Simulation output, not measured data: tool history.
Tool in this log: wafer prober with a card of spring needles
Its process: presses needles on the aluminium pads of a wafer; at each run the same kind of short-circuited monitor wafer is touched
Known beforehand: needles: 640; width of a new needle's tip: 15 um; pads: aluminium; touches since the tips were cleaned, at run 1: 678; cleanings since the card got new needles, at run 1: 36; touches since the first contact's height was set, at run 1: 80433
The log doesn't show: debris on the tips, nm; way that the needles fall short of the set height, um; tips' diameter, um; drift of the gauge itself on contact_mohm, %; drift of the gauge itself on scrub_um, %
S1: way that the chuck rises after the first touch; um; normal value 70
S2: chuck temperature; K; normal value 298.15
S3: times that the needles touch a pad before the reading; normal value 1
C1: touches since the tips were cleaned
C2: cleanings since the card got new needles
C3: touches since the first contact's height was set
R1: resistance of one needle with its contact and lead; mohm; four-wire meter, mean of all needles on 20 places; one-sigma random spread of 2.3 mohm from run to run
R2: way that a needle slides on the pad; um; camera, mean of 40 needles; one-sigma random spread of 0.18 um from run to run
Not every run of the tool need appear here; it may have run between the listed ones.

run 1 hour=0.0 | S1=70 S2=298.15 S3=1 | C1=678 C2=36 C3=80433 | R1=270 R2=17.91
-- hour=5.5 tips cleaned on abrasive film
-- hour=14.6 tips cleaned on abrasive film
-- hour=23.6 tips cleaned on abrasive film
-- hour=32.7 tips cleaned on abrasive film
run 2 hour=35.5 | S1=70 S2=305.15 S3=1 | C1=730 C2=40 C3=89726 | R1=276 R2=17.81
-- hour=41.0 tips cleaned on abrasive film
-- hour=48.2 tips cleaned on abrasive film
-- hour=57.2 tips cleaned on abrasive film
run 3 hour=57.2 | S1=57 S2=305.15 S3=1 | C1=0 C2=43 C3=95406 | R1=275 R2=14.28
-- hour=66.3 tips cleaned on abrasive film
-- hour=75.4 tips cleaned on abrasive film
-- hour=84.5 tips cleaned on abrasive film
-- hour=91.7 tips cleaned on abrasive film
-- hour=100.8 tips cleaned on abrasive film
run 4 hour=102.2 | S1=70 S2=298.15 S3=1 | C1=364 C2=48 C3=107189 | R1=269 R2=17.61
-- hour=109.5 tips cleaned on abrasive film
-- hour=118.6 tips cleaned on abrasive film
-- hour=127.6 tips cleaned on abrasive film
-- hour=136.7 tips cleaned on abrasive film
run 5 hour=142.1 | S1=81 S2=298.15 S3=1 | C1=1423 C2=52 C3=117653 | R1=277 R2=20.25
-- hour=145.8 tips cleaned on abrasive film
-- hour=154.9 tips cleaned on abrasive film
-- hour=162.1 tips cleaned on abrasive film
-- hour=171.2 tips cleaned on abrasive film
run 6 hour=175.8 | S1=70 S2=298.15 S3=1 | C1=1205 C2=56 C3=126470 | R1=274 R2=17.46
-- hour=179.5 tips cleaned on abrasive film
-- hour=186.7 tips cleaned on abrasive film
-- hour=195.8 tips cleaned on abrasive film
-- hour=204.9 tips cleaned on abrasive film
run 7 hour=209.9 | S1=70 S2=298.15 S3=1 | C1=1339 C2=60 C3=135420 | R1=277 R2=17.51
-- hour=213.6 tips cleaned on abrasive film
-- hour=220.9 tips cleaned on abrasive film
-- hour=230.0 tips cleaned on abrasive film
run 8 hour=231.8 | S1=70 S2=298.15 S3=1 | C1=479 C2=63 C3=141133 | R1=270 R2=17.14
-- hour=238.6 tips cleaned on abrasive film
-- hour=245.9 tips cleaned on abrasive film
-- hour=254.9 tips cleaned on abrasive film
-- hour=262.2 tips cleaned on abrasive film
run 9 hour=268.0 | S1=70 S2=298.15 S3=2 | C1=1528 C2=67 C3=150614 | R1=282 R2=17.74
-- hour=269.9 tips cleaned on abrasive film
-- hour=279.0 tips cleaned on abrasive film
-- hour=286.3 tips cleaned on abrasive film
run 10 hour=291.7 | S1=70 S2=298.15 S3=1 | C1=1445 C2=70 C3=156819 | R1=282 R2=17.18
-- hour=293.6 tips cleaned on abrasive film
-- hour=302.7 tips cleaned on abrasive film
-- hour=310.0 tips cleaned on abrasive film
run 11 hour=311.8 | S1=70 S2=298.15 S3=1 | C1=490 C2=73 C3=162064 | R1=272 R2=17.63
-- hour=317.3 tips cleaned on abrasive film
-- hour=324.6 tips cleaned on abrasive film
-- hour=333.7 tips cleaned on abrasive film
-- hour=342.7 tips cleaned on abrasive film
-- hour=350.0 tips cleaned on abrasive film
-- hour=353.9 height of the first contact set anew
-- hour=358.3 tips cleaned on abrasive film
run 12 hour=358.3 | S1=70 S2=298.15 S3=1 | C1=0 C2=79 C3=1141 | R1=269 R2=18.60
-- hour=365.6 tips cleaned on abrasive film
-- hour=374.7 tips cleaned on abrasive film
run 13 hour=379.3 | S1=70 S2=298.15 S3=2 | C1=1224 C2=81 C3=6647 | R1=272 R2=18.20
-- hour=383.0 tips cleaned on abrasive film
-- hour=392.1 tips cleaned on abrasive film
-- hour=401.1 tips cleaned on abrasive film
-- hour=410.2 tips cleaned on abrasive film
-- hour=419.3 tips cleaned on abrasive film
-- hour=427.4 tips cleaned on abrasive film
run 14 hour=427.4 | S1=70 S2=307.15 S3=1 | C1=0 C2=87 C3=19222 | R1=269 R2=18.61
-- hour=436.4 tips cleaned on abrasive film
-- hour=445.5 tips cleaned on abrasive film
-- hour=452.8 tips cleaned on abrasive film
run 15 hour=455.6 | S1=64 S2=311.15 S3=2 | C1=744 C2=90 C3=26628 | R1=278 R2=16.78
-- hour=461.1 tips cleaned on abrasive film
-- hour=470.2 tips cleaned on abrasive film
-- hour=479.3 tips cleaned on abrasive film
-- hour=488.3 tips cleaned on abrasive film
run 16 hour=491.9 | S1=77 S2=396.15 S3=1 | C1=945 C2=94 C3=36138 | R1=299 R2=20.01
-- hour=497.4 tips cleaned on abrasive film
-- hour=506.5 tips cleaned on abrasive film
-- hour=515.6 tips cleaned on abrasive film
run 17 hour=519.6 | S1=71 S2=309.15 S3=3 | C1=1073 C2=97 C3=43397 | R1=273 R2=18.60
-- hour=523.3 tips cleaned on abrasive film
-- hour=532.4 tips cleaned on abrasive film
-- hour=541.5 tips cleaned on abrasive film
run 18 hour=541.7 | S1=77 S2=298.15 S3=1 | C1=62 C2=100 C3=49166 | R1=268 R2=19.99
-- hour=549.0 tips cleaned on abrasive film
-- hour=558.0 tips cleaned on abrasive film
-- hour=567.1 tips cleaned on abrasive film
-- hour=576.2 tips cleaned on abrasive film
-- hour=583.5 tips cleaned on abrasive film
run 19 hour=584.2 | S1=77 S2=298.15 S3=1 | C1=179 C2=105 C3=60288 | R1=267 R2=20.07
-- hour=591.4 tips cleaned on abrasive film
-- hour=600.5 tips cleaned on abrasive film
-- hour=607.8 tips cleaned on abrasive film
-- hour=616.9 tips cleaned on abrasive film
run 20 hour=621.7 | S1=69 S2=362.15 S3=1 | C1=1265 C2=109 C3=70118 | R1=300 R2=17.66
-- hour=625.4 tips cleaned on abrasive film
-- hour=634.4 tips cleaned on abrasive film
-- hour=643.5 tips cleaned on abrasive film
-- hour=652.6 tips cleaned on abrasive film
run 21 hour=654.4 | S1=62 S2=362.15 S3=2 | C1=471 C2=113 C3=78678 | R1=291 R2=15.77
-- hour=661.7 tips cleaned on abrasive film
-- hour=670.7 tips cleaned on abrasive film
-- hour=678.0 tips cleaned on abrasive film
run 22 hour=680.9 | S1=63 S2=363.15 S3=2 | C1=763 C2=116 C3=85627 | R1=295 R2=16.20
-- hour=686.4 tips cleaned on abrasive film
-- hour=695.5 tips cleaned on abrasive film
-- hour=704.5 tips cleaned on abrasive film
-- hour=713.6 tips cleaned on abrasive film
run 23 hour=719.2 | S1=68 S2=363.15 S3=2 | C1=1468 C2=120 C3=95659 | R1=300 R2=17.30
-- hour=721.1 tips cleaned on abrasive film
-- hour=730.1 tips cleaned on abrasive film
-- hour=737.4 tips cleaned on abrasive film
-- hour=746.5 tips cleaned on abrasive film
-- hour=755.6 tips cleaned on abrasive film
run 24 hour=761.8 | S1=68 S2=363.15 S3=2 | C1=1642 C2=125 C3=106813 | R1=295 R2=16.90
-- hour=763.7 tips cleaned on abrasive film
-- hour=770.9 tips cleaned on abrasive film
-- hour=780.0 tips cleaned on abrasive film
-- hour=787.3 tips cleaned on abrasive film
-- hour=794.7 tips cleaned on abrasive film
run 25 hour=794.7 | S1=87 S2=317.15 S3=2 | C1=0 C2=130 C3=115415 | R1=270 R2=22.08
-- hour=802.0 tips cleaned on abrasive film
-- hour=811.1 tips cleaned on abrasive film
-- hour=820.2 tips cleaned on abrasive film
run 26 hour=824.6 | S1=87 S2=317.15 S3=2 | C1=1157 C2=133 C3=123240 | R1=276 R2=21.65
-- hour=828.3 tips cleaned on abrasive film
-- hour=835.6 tips cleaned on abrasive film
-- hour=844.6 tips cleaned on abrasive film
-- hour=851.9 tips cleaned on abrasive film
-- hour=861.0 tips cleaned on abrasive film
run 27 hour=862.2 | S1=67 S2=299.15 S3=2 | C1=326 C2=138 C3=133082 | R1=272 R2=16.53

Predict each of these 3 candidate next runs independently; none follows another, all start after run 27:
-- hour=869.5 tips cleaned on abrasive film
-- hour=878.6 tips cleaned on abrasive film
-- hour=886.7 tips cleaned on abrasive film
run A hour=886.7 | S1=89 S2=302.15 S3=1 | C1=0 C2=141 C3=139482 | R1=? R2=?
-- hour=869.5 tips cleaned on abrasive film
-- hour=878.6 tips cleaned on abrasive film
-- hour=886.7 tips cleaned on abrasive film
run B hour=886.7 | S1=52 S2=332.15 S3=1 | C1=0 C2=141 C3=139482 | R1=? R2=?
-- hour=869.5 tips cleaned on abrasive film
-- hour=878.6 tips cleaned on abrasive film
-- hour=886.7 tips cleaned on abrasive film
run C hour=886.7 | S1=66 S2=387.15 S3=1 | C1=0 C2=141 C3=139482 | R1=? R2=?

run=A R1=269 R2=22.39
run=B R1=285 R2=12.35
run=C R1=299 R2=16.03
With the hidden condition removed and each run's random variation left untouched, the same runs would have given:
run=A R1=266 R2=23.67
run=B R1=276 R2=13.63
run=C R1=293 R2=17.30
